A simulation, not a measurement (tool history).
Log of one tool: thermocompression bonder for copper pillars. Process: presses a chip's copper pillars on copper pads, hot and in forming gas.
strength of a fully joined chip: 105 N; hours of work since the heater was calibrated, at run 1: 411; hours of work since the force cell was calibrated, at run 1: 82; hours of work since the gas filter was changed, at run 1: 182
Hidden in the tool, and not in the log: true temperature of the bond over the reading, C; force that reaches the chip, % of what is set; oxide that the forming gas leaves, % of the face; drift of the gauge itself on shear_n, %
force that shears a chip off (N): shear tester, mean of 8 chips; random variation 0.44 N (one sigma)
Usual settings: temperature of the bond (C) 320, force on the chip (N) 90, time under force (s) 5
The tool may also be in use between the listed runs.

run	hour	temperature of the bond (C)	force on the chip (N)	time under force (s)	hours of work since the heater was calibrated	hours of work since the force cell was calibrated	hours of work since the gas filter was changed	force that shears a chip off (N)
1	0	320	90	5	411	82	182	71.8
2	6.2	320	90	5	414	85	185	71.9
3	15.5	320	90	5	418	89	190	71.1
4	20.9	320	90	5	421	92	192	71.3
5	30	320	90	5	425	96	196	71.1
6	35.5	320	90	5	428	99	199	70.5
7	40.4	320	90	5	430	101	201	70.9
8	50.5	320	90	5	434	106	206	70.6
9	61.3	320	90	5	439	111	211	70.7
10	69.4	320	90	5	443	114	214	70.6
11	75.1	320	90	5	446	117	217	70.8
12	82.3	320	90	5	449	120	220	70.1
13	92.9	320	90	5	454	125	225	70
14	98.1	320	90	5	457	128	228	70.5
15	107.2	320	75	5	461	132	232	66.6
16	113.9	320	75	5	464	135	235	66.4
17	121.6	320	75	3	467	139	239	57.5
18	130.9	320	75	3	472	143	243	57.2
19	141	320	90	3	476	147	248	61.6
20	147.2	320	90	3	479	150	250	60.3
21	156.4	342	122	3	483	155	255	80
# hour 163.9: forming gas filter changed
22	164.1	342	122	3	487	158	0	85.5
23	173.3	342	122	3	491	162	4	85.6
24	180.8	311	72	8	495	166	8	73.3
25	188.5	294	118	9	498	169	11	76.8
26	193.7	295	118	9	500	172	14	77.6
27	202.8	295	118	9	505	176	18	77.7
28	211.6	320	81	4	509	180	22	69.4
29	216.2	320	81	4	511	182	24	68.5
30	223.7	327	84	4	514	186	28	74.6

Measured less the same run without the tool's hidden state. The same run-to-run variation is in both; the gauge's scatter may not be:
run	force that shears a chip off (N)
1	-0.7
2	-0.7
3	-0.8
4	-0.8
5	-0.8
6	-1
7	-1
8	-1.1
9	-1.2
10	-1.2
11	-1.2
12	-1.3
13	-1.4
14	-1.5
15	-1
16	-1.1
17	-0.5
18	-0.6
19	-0.9
20	-0.9
21	-3.4
22	+3.4
23	+3.3
24	+4.2
25	+4.4
26	+4.3
27	+4.2
28	+4
29	+3.9
30	+3.7
